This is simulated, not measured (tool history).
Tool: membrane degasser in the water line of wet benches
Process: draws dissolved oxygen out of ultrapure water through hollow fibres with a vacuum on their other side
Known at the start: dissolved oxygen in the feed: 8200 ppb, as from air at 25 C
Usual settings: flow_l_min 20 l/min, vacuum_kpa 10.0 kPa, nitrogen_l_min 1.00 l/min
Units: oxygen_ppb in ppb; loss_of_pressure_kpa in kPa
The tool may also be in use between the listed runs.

| run | hour | flow_l_min | vacuum_kpa | nitrogen_l_min | oxygen_ppb | loss_of_pressure_kpa |
|---|---|---|---|---|---|---|
| 1 | 0.0 | 20 | 10.0 | 1.00 | 571.7 | 69.00 |
| 2 | 22.5 | 20 | 10.0 | 1.00 | 562.4 | 69.75 |
| 3 | 58.7 | 20 | 10.0 | 1.00 | 562.4 | 69.15 |
| 4 | 82.9 | 20 | 10.0 | 1.00 | 566.1 | 69.40 |
| 5 | 109.7 | 20 | 10.0 | 1.00 | 562.8 | 69.36 |
| 6 | 131.6 | 20 | 10.0 | 1.00 | 564.0 | 69.32 |
| 7 | 153.3 | 20 | 10.0 | 1.00 | 568.9 | 69.09 |
| 8 | 193.1 | 26 | 10.0 | 1.00 | 798.8 | 90.04 |
| 9 | 243.1 | 20 | 7.8 | 1.00 | 474.5 | 69.71 |
| 10 | 286.9 | 20 | 7.8 | 1.00 | 476.9 | 69.33 |
| 11 | 312.4 | 20 | 7.8 | 1.00 | 484.1 | 69.20 |
| 12 | 353.9 | 20 | 10.0 | 1.00 | 566.5 | 69.39 |
| 13 | 399.6 | 20 | 10.0 | 1.00 | 563.0 | 69.24 |
| 14 | 429.5 | 22 | 7.3 | 1.64 | 463.1 | 76.74 |
| 15 | 480.4 | 15 | 22.2 | 0.62 | 1061.0 | 52.33 |
| 16 | 506.9 | 22 | 19.6 | 0.51 | 1500.0 | 76.95 |
| 17 | 546.0 | 13 | 7.2 | 1.00 | 228.8 | 45.38 |

Run 18 comes next. What will it give?
| 18 | 582.7 | 13 | 7.2 | 1.00 | ? | ? |

Run 18 gave oxygen_ppb 226.7 ppb, loss_of_pressure_kpa 45.27 kPa.
Without the tool's hidden state the same run would have given oxygen_ppb 217.4 ppb, loss_of_pressure_kpa 45.02 kPa.

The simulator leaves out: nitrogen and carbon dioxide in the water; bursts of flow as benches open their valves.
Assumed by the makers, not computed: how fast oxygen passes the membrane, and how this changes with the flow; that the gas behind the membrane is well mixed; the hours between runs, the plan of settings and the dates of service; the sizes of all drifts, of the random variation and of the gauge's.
